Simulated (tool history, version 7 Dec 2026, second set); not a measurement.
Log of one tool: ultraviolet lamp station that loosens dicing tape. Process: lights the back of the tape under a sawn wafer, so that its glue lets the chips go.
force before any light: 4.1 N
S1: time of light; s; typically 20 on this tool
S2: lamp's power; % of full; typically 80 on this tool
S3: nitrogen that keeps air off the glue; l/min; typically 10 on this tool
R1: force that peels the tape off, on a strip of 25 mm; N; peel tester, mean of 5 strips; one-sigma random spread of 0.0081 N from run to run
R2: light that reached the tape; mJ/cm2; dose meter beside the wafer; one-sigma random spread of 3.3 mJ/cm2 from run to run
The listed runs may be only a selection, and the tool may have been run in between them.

{"run": 1, "hour": 0.0, "S1": 20, "S2": 80, "S3": 10, "R1": 0.32, "R2": 519}
{"run": 2, "hour": 24.5, "S1": 20, "S2": 80, "S3": 10, "R1": 0.317, "R2": 518}
{"run": 3, "hour": 48.6, "S1": 20, "S2": 80, "S3": 10, "R1": 0.32, "R2": 520}
{"run": 4, "hour": 93.5, "S1": 20, "S2": 80, "S3": 10, "R1": 0.308, "R2": 517}
{"run": 5, "hour": 132.4, "S1": 20, "S2": 80, "S3": 10, "R1": 0.315, "R2": 516}
{"run": 6, "hour": 153.7, "S1": 20, "S2": 61, "S3": 10, "R1": 0.433, "R2": 390}
{"run": 7, "hour": 179.1, "S1": 20, "S2": 61, "S3": 10, "R1": 0.436, "R2": 393}
{"run": 8, "hour": 201.8, "S1": 20, "S2": 61, "S3": 10, "R1": 0.442, "R2": 398}
{"run": 9, "hour": 222.7, "S1": 23, "S2": 61, "S3": 4, "R1": 0.521, "R2": 456}
{"run": 10, "hour": 249.2, "S1": 33, "S2": 73, "S3": 6, "R1": 0.275, "R2": 778}
{"run": 11, "hour": 280.5, "S1": 33, "S2": 73, "S3": 6, "R1": 0.278, "R2": 782}
{"run": 12, "hour": 321.7, "S1": 23, "S2": 74, "S3": 16, "R1": 0.281, "R2": 546}
{"run": 13, "hour": 346.0, "S1": 23, "S2": 74, "S3": 16, "R1": 0.282, "R2": 553}
{"run": 14, "hour": 367.7, "S1": 23, "S2": 74, "S3": 16, "R1": 0.29, "R2": 546}
{"run": 15, "hour": 391.9, "S1": 10, "S2": 78, "S3": 18, "R1": 0.633, "R2": 251}
{"run": 16, "hour": 428.9, "S1": 15, "S2": 89, "S3": 6, "R1": 0.451, "R2": 429}

Here are 3 independent what-if runs from the current tool condition. What would each one return?
{"run": "A", "hour": 471.6, "S1": 20, "S2": 90, "S3": 8, "R1": "?", "R2": "?"}
{"run": "B", "hour": 471.6, "S1": 20, "S2": 80, "S3": 7, "R1": "?", "R2": "?"}
{"run": "C", "hour": 471.6, "S1": 27, "S2": 80, "S3": 10, "R1": "?", "R2": "?"}

run=A R1=0.287 R2=585
run=B R1=0.349 R2=520
run=C R1=0.248 R2=703
Without the tool's unlogged condition, the same runs would have read:
run=A R1=0.286 R2=586
run=B R1=0.348 R2=520
run=C R1=0.247 R2=704

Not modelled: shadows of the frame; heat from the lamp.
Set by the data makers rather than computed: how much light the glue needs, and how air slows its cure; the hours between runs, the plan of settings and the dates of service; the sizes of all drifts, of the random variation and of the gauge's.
